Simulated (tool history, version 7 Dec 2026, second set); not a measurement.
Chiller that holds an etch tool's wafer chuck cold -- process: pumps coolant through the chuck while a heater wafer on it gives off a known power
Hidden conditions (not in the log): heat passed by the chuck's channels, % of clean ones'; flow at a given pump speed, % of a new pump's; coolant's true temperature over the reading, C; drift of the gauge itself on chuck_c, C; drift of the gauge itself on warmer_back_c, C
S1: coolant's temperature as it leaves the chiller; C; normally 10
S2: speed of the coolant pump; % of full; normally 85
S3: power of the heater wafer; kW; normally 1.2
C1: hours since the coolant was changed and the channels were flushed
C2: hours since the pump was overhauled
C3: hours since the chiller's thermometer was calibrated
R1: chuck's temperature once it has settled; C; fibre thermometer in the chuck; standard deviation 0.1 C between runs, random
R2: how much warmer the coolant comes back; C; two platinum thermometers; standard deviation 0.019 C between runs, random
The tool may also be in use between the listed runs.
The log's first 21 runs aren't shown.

Run 22, hour 639: usual settings but S1 0 C, S2 66 % of full, S3 1.183 kW; C1 1392; C2 2598; C3 890. Result: R1 14.9 C, R2 3.65 C.
Run 23, hour 657.9: usual settings but S1 0 C, S2 71 % of full, S3 1.593 kW; C1 1411; C2 2616; C3 909. Result: R1 18.9 C, R2 4.54 C.
Run 24, hour 682.8: usual settings but S2 75 % of full; C1 1436; C2 2641; C3 934. Result: R1 23.8 C, R2 3.24 C.
Run 25, hour 721: usual settings but S1 12 C, S2 72 % of full, S3 1.069 kW; C1 1474; C2 2680; C3 972. Result: R1 24.6 C, R2 2.99 C.
Run 26, hour 739.2: usual settings but S1 17 C, S2 97 % of full, S3 0.649 kW; C1 1492; C2 2698; C3 990. Result: R1 23 C, R2 1.28 C.
Run 27, hour 774.8: usual settings but S1 3 C, S2 74 % of full, S3 0.906 kW; C1 1528; C2 2733; C3 1026. Result: R1 13.4 C, R2 2.48 C.
Run 28, hour 794.4: usual settings but S1 3 C, S2 74 % of full, S3 0.906 kW; C1 1547; C2 2753; C3 1045. Result: R1 13.3 C, R2 2.52 C.
Run 29, hour 814.8: usual settings but S1 12 C, S2 81 % of full, S3 1.138 kW; C1 1568; C2 2773; C3 1066. Result: R1 24.4 C, R2 2.82 C.
Run 30, hour 839.3: usual settings but S1 5 C, S2 73 % of full, S3 0.678 kW; C1 1592; C2 2798; C3 1090. Result: R1 12.9 C, R2 1.88 C.

Forecast each of these 5 alternatives for the next run:
Run A, hour 857.8: usual settings but S1 13 C, S2 94 % of full, S3 0.914 kW; C1 1611; C2 2816; C3 1109. Result: R1 ?, R2 ?.
Run B, hour 857.8: usual settings but S1 8 C, S2 73 % of full, S3 0.678 kW; C1 1611; C2 2816; C3 1109. Result: R1 ?, R2 ?.
Run C, hour 857.8: usual settings but S1 11 C, S2 99 % of full, S3 1.108 kW; C1 1611; C2 2816; C3 1109. Result: R1 ?, R2 ?.
Run D, hour 857.8: usual settings but S1 20 C, S2 90 % of full, S3 1.318 kW; C1 1611; C2 2816; C3 1109. Result: R1 ?, R2 ?.
Run E, hour 857.8: usual settings but S1 11 C, S2 71 % of full, S3 1.147 kW; C1 1611; C2 2816; C3 1109. Result: R1 ?, R2 ?.

run    R1    R2
  A    22  1.98
  B  16.2  1.92
  C  21.6   2.3
  D  33.6  2.98
  E  24.7  3.29
Had the tool no hidden state, the same runs would have come out as:
run    R1    R2
  A  21.4   1.9
  B  15.6  1.84
  C  20.8   2.2
  D  32.7  2.85
  E  23.7  3.15
